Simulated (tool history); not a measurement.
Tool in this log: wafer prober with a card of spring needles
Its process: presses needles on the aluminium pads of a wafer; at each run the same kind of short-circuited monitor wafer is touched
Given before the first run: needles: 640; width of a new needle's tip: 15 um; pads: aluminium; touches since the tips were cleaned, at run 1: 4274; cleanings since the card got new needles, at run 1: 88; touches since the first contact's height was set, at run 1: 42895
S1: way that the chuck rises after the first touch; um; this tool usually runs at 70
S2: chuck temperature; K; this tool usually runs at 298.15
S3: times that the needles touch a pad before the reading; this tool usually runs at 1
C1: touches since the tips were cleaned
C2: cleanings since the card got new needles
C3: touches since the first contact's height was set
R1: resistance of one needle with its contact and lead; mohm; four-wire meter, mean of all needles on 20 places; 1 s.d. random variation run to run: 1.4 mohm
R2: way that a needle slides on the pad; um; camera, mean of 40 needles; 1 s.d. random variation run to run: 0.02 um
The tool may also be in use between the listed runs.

run	day	S1	S2	S3	C1	C2	C3	R1	R2
1	0.000	70	298.15	1	4274	88	42895	129	16.01
# day 0.254: tips cleaned on abrasive film
# day 0.875: tips cleaned on abrasive film
# day 1.375: tips cleaned on abrasive film
# day 2.000: tips cleaned on abrasive film
2	2.025	70	298.15	1	372	92	72647	126	15.99
# day 2.521: tips cleaned on abrasive film
# day 3.021: tips cleaned on abrasive film
# day 3.646: tips cleaned on abrasive film
3	3.775	70	298.15	1	1895	95	98386	129	16.00
# day 4.150: tips cleaned on abrasive film
# day 4.288: height of the first contact set anew
# day 4.662: tips cleaned on abrasive film
# day 5.283: tips cleaned on abrasive film
4	5.554	70	298.15	1	4042	98	18660	130	16.00
# day 5.808: tips cleaned on abrasive film
# day 6.429: tips cleaned on abrasive film
# day 7.054: tips cleaned on abrasive film
5	7.267	70	298.15	1	3156	101	43842	126	16.00
# day 7.646: tips cleaned on abrasive film
# day 8.146: tips cleaned on abrasive film
6	8.629	70	298.15	1	7172	103	63888	126	16.03
# day 8.758: tips cleaned on abrasive film
# day 9.383: tips cleaned on abrasive film
# day 10.008: tips cleaned on abrasive film
# day 10.633: tips cleaned on abrasive film
7	10.925	70	298.15	1	4332	107	97646	129	15.96
# day 11.175: tips cleaned on abrasive film
# day 11.438: height of the first contact set anew
# day 11.688: tips cleaned on abrasive film
# day 12.188: tips cleaned on abrasive film
8	12.404	70	298.15	1	3187	110	14222	127	16.00
# day 12.779: tips cleaned on abrasive film
# day 13.283: tips cleaned on abrasive film
# day 13.904: tips cleaned on abrasive film
# day 14.475: tips cleaned on abrasive film
9	14.475	70	298.15	1	0	114	44658	126	16.01
# day 15.100: tips cleaned on abrasive film
# day 15.721: tips cleaned on abrasive film
10	15.754	70	298.15	1	459	116	63463	126	16.01
# day 16.254: tips cleaned on abrasive film
# day 16.879: tips cleaned on abrasive film
# day 17.504: tips cleaned on abrasive film
# day 18.017: tips cleaned on abrasive film
11	18.017	70	298.15	1	0	120	96748	124	16.02
# day 18.642: tips cleaned on abrasive film
# day 18.654: height of the first contact set anew
# day 19.271: tips cleaned on abrasive film
12	19.633	70	298.15	1	5376	122	14444	126	16.01
# day 19.883: tips cleaned on abrasive film
# day 20.383: tips cleaned on abrasive film
13	20.879	70	298.15	1	7309	124	32788	128	16.02
# day 21.008: tips cleaned on abrasive film
# day 21.508: tips cleaned on abrasive film
# day 22.125: tips cleaned on abrasive film
# day 22.750: tips cleaned on abrasive film
# day 23.250: tips cleaned on abrasive film
14	23.554	76	352.15	1	4481	129	72092	133	17.38
# day 23.804: tips cleaned on abrasive film
# day 24.429: tips cleaned on abrasive film
# day 24.929: tips cleaned on abrasive film
# day 25.554: tips cleaned on abrasive film
# day 25.783: height of the first contact set anew
15	25.783	61	352.15	2	3224	133	0	140	13.90
# day 26.162: tips cleaned on abrasive film
# day 26.775: tips cleaned on abrasive film
# day 27.304: tips cleaned on abrasive film
16	27.304	61	358.15	2	0	136	22330	142	13.98
# day 27.929: tips cleaned on abrasive film
# day 28.429: tips cleaned on abrasive film
17	28.871	85	300.15	2	6547	138	45412	124	19.44
# day 29.000: tips cleaned on abrasive film
# day 29.612: tips cleaned on abrasive film
# day 30.112: tips cleaned on abrasive film
# day 30.729: tips cleaned on abrasive film
# day 31.283: tips cleaned on abrasive film
18	31.283	66	298.15	1	0	143	80819	129	15.07
# day 31.908: tips cleaned on abrasive film
# day 32.408: tips cleaned on abrasive film
# day 32.917: height of the first contact set anew
# day 33.046: tips cleaned on abrasive film
# day 33.546: tips cleaned on abrasive film
19	33.771	66	298.15	1	3318	147	12514	127	15.11
# day 34.146: tips cleaned on abrasive film
# day 34.771: tips cleaned on abrasive film
20	35.071	54	298.15	2	4451	149	31678	131	12.32
# day 35.325: tips cleaned on abrasive film
# day 35.950: tips cleaned on abrasive film
# day 36.450: tips cleaned on abrasive film
21	36.596	54	298.15	2	2200	152	54108	132	12.37
# day 36.975: tips cleaned on abrasive film
# day 37.600: tips cleaned on abrasive film
# day 38.225: tips cleaned on abrasive film
22	38.571	60	396.15	2	5154	155	83170	147	13.71
# day 38.825: tips cleaned on abrasive film
# day 39.325: tips cleaned on abrasive film
# day 39.825: tips cleaned on abrasive film
23	39.858	54	345.15	1	507	158	102068	143	12.38
# day 40.121: height of the first contact set anew
# day 40.367: tips cleaned on abrasive film
# day 40.979: tips cleaned on abrasive film
24	41.008	54	345.15	1	466	160	13063	145	12.38
# day 41.500: tips cleaned on abrasive film
# day 42.121: tips cleaned on abrasive film
# day 42.621: tips cleaned on abrasive film
# day 43.246: tips cleaned on abrasive film
25	43.550	52	304.15	2	4507	164	50472	136	11.86
# day 43.800: tips cleaned on abrasive film
# day 44.425: tips cleaned on abrasive film
26	44.696	52	304.15	2	3994	166	67300	133	11.86

Consider 3 possible next runs. They are alternatives, not a sequence: every one starts from the tool as it was left by run 26. What does each give?
# day 44.950: tips cleaned on abrasive film
# day 45.450: tips cleaned on abrasive film
# day 45.950: tips cleaned on abrasive film
# day 46.575: tips cleaned on abrasive film
A	46.608	86	304.15	2	521	170	95408	?	?
# day 44.950: tips cleaned on abrasive film
# day 45.450: tips cleaned on abrasive film
# day 45.950: tips cleaned on abrasive film
# day 46.575: tips cleaned on abrasive film
B	46.608	77	304.15	1	521	170	95408	?	?
# day 44.950: tips cleaned on abrasive film
# day 45.450: tips cleaned on abrasive film
# day 45.950: tips cleaned on abrasive film
# day 46.575: tips cleaned on abrasive film
C	46.608	55	319.15	2	521	170	95408	?	?

run	R1	R2
A	127	19.66
B	126	17.58
C	136	12.59
Without the tool's unlogged condition, the same runs would have read:
run	R1	R2
A	126	19.66
B	126	17.58
C	136	12.59
